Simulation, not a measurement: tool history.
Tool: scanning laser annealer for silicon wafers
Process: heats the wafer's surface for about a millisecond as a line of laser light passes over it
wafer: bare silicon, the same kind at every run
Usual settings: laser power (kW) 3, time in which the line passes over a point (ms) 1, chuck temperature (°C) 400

run,hour,laser power (kW),time in which the line passes over a point (ms),chuck temperature (°C),highest temperature of the surface (°C)
1,0,3,1,400,1154
2,6.5,3,1,390,1145
3,18.7,3.138,1,400,1187
4,27.1,3.138,1,400,1188
5,35.4,3.138,1,400,1191
6,42.1,3.138,1,400,1191
7,52.7,3,1,400,1151
8,58.4,3,1,400,1154
9,69.3,3,1,375,1124
10,74.8,3,1,375,1128
11,84.7,3.109,1.21,375,1241
# hour 90.3: optics aligned, line set to its width
12,98,2.69,1.17,367,1103
13,107.3,2.571,1.03,435,1093
14,118.2,3.132,0.73,380,1045
15,130.9,2.84,1,400,1111
16,137,2.84,1,400,1113
17,145.9,2.982,1.02,400,1152

Forecast each of these 3 alternatives for the next run:
A,153.4,3,1.25,397,?
B,153.4,2.881,1.1,388,?
C,153.4,2.769,1.02,400,?

run,highest temperature of the surface (°C)
A,1239
B,1144
C,1100
Without the tool's hidden state the same runs would have given:
run,highest temperature of the surface (°C)
A,1260
B,1163
C,1117
